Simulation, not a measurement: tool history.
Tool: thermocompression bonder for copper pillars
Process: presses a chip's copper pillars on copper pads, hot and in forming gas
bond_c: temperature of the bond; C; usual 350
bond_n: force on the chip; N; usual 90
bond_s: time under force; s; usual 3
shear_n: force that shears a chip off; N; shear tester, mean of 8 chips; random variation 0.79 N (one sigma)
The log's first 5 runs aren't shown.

| run | hour | bond_c | bond_n | bond_s | hours of work since the heater was calibrated | hours of work since the force cell was calibrated | hours of work since the gas filter was changed | shear_n |
|---|---|---|---|---|---|---|---|---|
| 6 | 63.9 | 350 | 66 | 3 | 311 | 412 | 12 | 50.4 |
| 7 | 79.4 | 350 | 66 | 3 | 319 | 420 | 20 | 50.4 |
| 8 | 94.4 | 321 | 90 | 3 | 326 | 427 | 27 | 43.1 |
| 9 | 102.1 | 321 | 90 | 3 | 330 | 431 | 31 | 43.3 |
| 10 | 119.2 | 321 | 90 | 3 | 339 | 440 | 39 | 43.6 |
| 11 | 131.0 | 321 | 90 | 3 | 344 | 445 | 45 | 45.2 |
| 12 | 142.8 | 321 | 90 | 3 | 350 | 451 | 51 | 44.3 |
| 13 | 152.8 | 330 | 90 | 3 | 355 | 456 | 56 | 49.4 |
| 14 | 170.1 | 330 | 90 | 3 | 363 | 465 | 64 | 48.7 |
| 15 | 185.4 | 330 | 90 | 3 | 371 | 472 | 72 | 48.3 |
| 16 | 199.2 | 350 | 90 | 3 | 378 | 479 | 78 | 60.1 |
| 17 | 214.6 | 350 | 90 | 3 | 385 | 486 | 86 | 60.1 |
| 18 | 227.2 | 350 | 90 | 3 | 391 | 493 | 92 | 61.8 |
| 19 | 241.2 | 360 | 90 | 3 | 398 | 499 | 99 | 65.2 |
| 20 | 255.1 | 360 | 90 | 3 | 405 | 506 | 106 | 67.2 |
| 21 | 271.7 | 345 | 90 | 3 | 413 | 514 | 114 | 57.6 |
| 22 | 283.9 | 373 | 92 | 3 | 419 | 520 | 120 | 73.0 |
| 23 | 298.2 | 373 | 92 | 3 | 426 | 527 | 127 | 73.8 |
| 24 | 312.8 | 350 | 90 | 3 | 433 | 535 | 134 | 60.6 |
| 25 | 322.4 | 350 | 90 | 3 | 438 | 539 | 139 | 61.1 |
| 26 | 339.3 | 350 | 90 | 3 | 446 | 548 | 147 | 61.0 |
| 27 | 352.3 | 363 | 130 | 2 | 453 | 554 | 153 | 74.5 |
| 28 | 369.5 | 328 | 66 | 2 | 461 | 562 | 162 | 32.7 |
| 29 | 384.6 | 380 | 87 | 2 | 469 | 570 | 169 | 68.2 |
| 30 | 397.5 | 350 | 55 | 3 | 475 | 576 | 176 | 43.6 |

The next listed run, before its measurement:
| 31 | 412.6 | 350 | 55 | 3 | 482 | 583 | 183 | ? |

{"run 31": {"shear_n": 43.8}}
Without the tool's hidden state the same run would have given shear_n 43.9 N.

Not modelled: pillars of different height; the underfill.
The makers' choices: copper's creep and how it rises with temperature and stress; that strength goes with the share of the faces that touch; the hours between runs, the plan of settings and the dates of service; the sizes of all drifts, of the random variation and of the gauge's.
